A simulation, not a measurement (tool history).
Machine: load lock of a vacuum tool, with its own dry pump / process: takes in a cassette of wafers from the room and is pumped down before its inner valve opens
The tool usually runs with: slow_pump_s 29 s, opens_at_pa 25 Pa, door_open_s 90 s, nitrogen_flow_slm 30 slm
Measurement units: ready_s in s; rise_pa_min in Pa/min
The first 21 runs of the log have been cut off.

run	hour	slow_pump_s	opens_at_pa	door_open_s	nitrogen_flow_slm	hours that the pump has run since its overhaul	times that the door has closed on its seal	incoming humidity of the room's air, %	ready_s	rise_pa_min
22	2867.1	29	25	28	19	1872	18641	44.8	42.1	0.083
23	2945.8	49	20	59	5	1951	18923	46	58.9	0.126
24	3101.6	49	20	59	5	2107	19481	45.3	60	0.125
25	3292	49	20	59	5	2297	20164	41.9	59.6	0.128
26	3471.1	49	20	59	5	2476	20806	43.8	59.9	0.127
27	3597	37	38	56	8	2602	21257	41.7	47.6	0.113
28	3782.4	37	38	56	8	2787	21921	42.5	48	0.118
29	3959.9	22	25	150	5	2965	22558	42.5	36.4	0.181
30	4050.8	20	25	79	5	3056	22884	47.2	34.9	0.159
31	4194.2	29	18	230	19	3199	23397	44.8	43.7	0.162
32	4309.3	48	18	32	19	3314	23810	43.2	58.5	0.093
33	4399.1	48	18	32	19	3404	24132	49.1	58.5	0.101
34	4561.5	29	25	25	30	3566	24714	42	42.9	0.096
35	4722.9	51	49	54	7	3728	25293	46.2	59	0.139
36	4836	51	49	54	7	3841	25698	47.6	59.5	0.142
37	4995.6	29	25	90	13	4001	26270	38.2	42.2	0.132
38	5145.4	29	25	90	13	4150	26807	47.1	42.8	0.141

Branching from run 38: 3 alternative next runs. What would each branch give?
A	5225.6	29	21	90	13	4231	27095	41.9	?	?
B	5225.6	29	50	90	8	4231	27095	45.5	?	?
C	5225.6	29	25	90	33	4231	27095	46.2	?	?

run	ready_s	rise_pa_min
A	43.1	0.143
B	41.1	0.164
C	42.8	0.115
The same runs, with their run-to-run variation unchanged, on a tool lacking any hidden condition would have given:
run	ready_s	rise_pa_min
A	42.1	0.064
B	40.2	0.083
C	41.8	0.035
